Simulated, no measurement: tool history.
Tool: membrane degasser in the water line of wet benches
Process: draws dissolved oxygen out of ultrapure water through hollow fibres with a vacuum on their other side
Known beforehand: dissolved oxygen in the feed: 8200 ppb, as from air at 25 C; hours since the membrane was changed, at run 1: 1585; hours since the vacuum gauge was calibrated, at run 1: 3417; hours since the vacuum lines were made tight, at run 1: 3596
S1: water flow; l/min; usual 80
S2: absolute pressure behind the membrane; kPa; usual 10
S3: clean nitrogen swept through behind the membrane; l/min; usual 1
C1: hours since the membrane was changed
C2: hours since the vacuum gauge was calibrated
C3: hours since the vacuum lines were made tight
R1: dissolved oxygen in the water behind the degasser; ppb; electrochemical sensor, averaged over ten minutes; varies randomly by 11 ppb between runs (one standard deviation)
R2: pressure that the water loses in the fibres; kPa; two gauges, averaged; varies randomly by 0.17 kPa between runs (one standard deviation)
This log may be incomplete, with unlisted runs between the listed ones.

run     day   S1    S2    S3    C1    C2    C3      R1     R2
  1       0   80    10     1  1585  3417  3596  1136.1  27.23
  2   1.408   80    10     1  1618  3450  3630  1143.6  27.05
  3   3.671   80  11.8     1  1673  3505  3685  1335.3  27.23
  4   5.438   80    10     1  1715  3547  3727  1135.4  27.58
  5   6.679   80    10     1  1745  3577  3757  1147.1   27.6
  6   8.321  100    10     1  1784  3616  3796  1377.2  34.45
  7   9.588  100    10     1  1815  3647  3827  1384.8  34.23
  8  11.617  100    10     1  1863  3695  3875  1366.6  34.52
  9  13.104   80    10     1  1899  3731  3911  1152.6  27.49
 10  14.971  103    10     1  1944  3776  3956    1395   35.2
 11  16.162  103  11.9     1  1973  3804  3984  1630.3  35.29
 12  18.262  103  11.9     1  2023  3855  4035  1616.9  34.99
 13  19.717  103  11.9     1  2058  3890  4070  1644.2  35.29
 14  21.854  103  11.9     1  2109  3941  4121    1616  35.67
     22.012  -- vacuum gauge calibrated
 15  23.858   50  11.3  1.74  2157    44  4169   622.5  16.74
 16  25.817   50  11.3  1.74  2204    91  4216   630.5  17.49
 17  28.129   68  20.3     1  2259   147  4271  1925.8  23.51
 18  30.146  114  19.1     1  2308   195  4319  2565.8  39.66
 19  31.475  114  19.1     1  2340   227  4351  2605.1  39.38
 20  32.696   83  13.2  1.67  2369   256  4381  1158.3  28.59
 21  33.992  110  21.8  0.42  2400   288  4412  3878.8  38.05
     34.292  -- vacuum gauge calibrated, once more
 22  35.908   80   8.3     1  2445    39  4457   916.3  27.78
 23  37.062   80   8.3     1  2473    67  4485     926  27.52
 24  38.546   56  11.7  2.49  2509   102  4521   553.1   19.4
 25  40.121   80   6.4  1.05  2547   140  4558   686.1  27.73

Forecast each of these 4 alternatives for the next run:
  A  41.1   72  18.6  1.25  2570  163  4582   ?   ?
  B  41.1   68   9.6  0.53  2570  163  4582   ?   ?
  C  41.1   90   6.4  0.96  2570  163  4582   ?   ?
  D  41.1  114  17.9  1.05  2570  163  4582   ?   ?

run      R1     R2
  A  1592.7   25.1
  B  1230.2   23.4
  C   787.3   31.2
  D  2359.9  39.52
Had the tool no hidden state, the same runs would have come out as:
run      R1     R2
  A  1577.4  24.48
  B  1216.6  22.83
  C   762.5  30.44
  D  2338.8  38.55
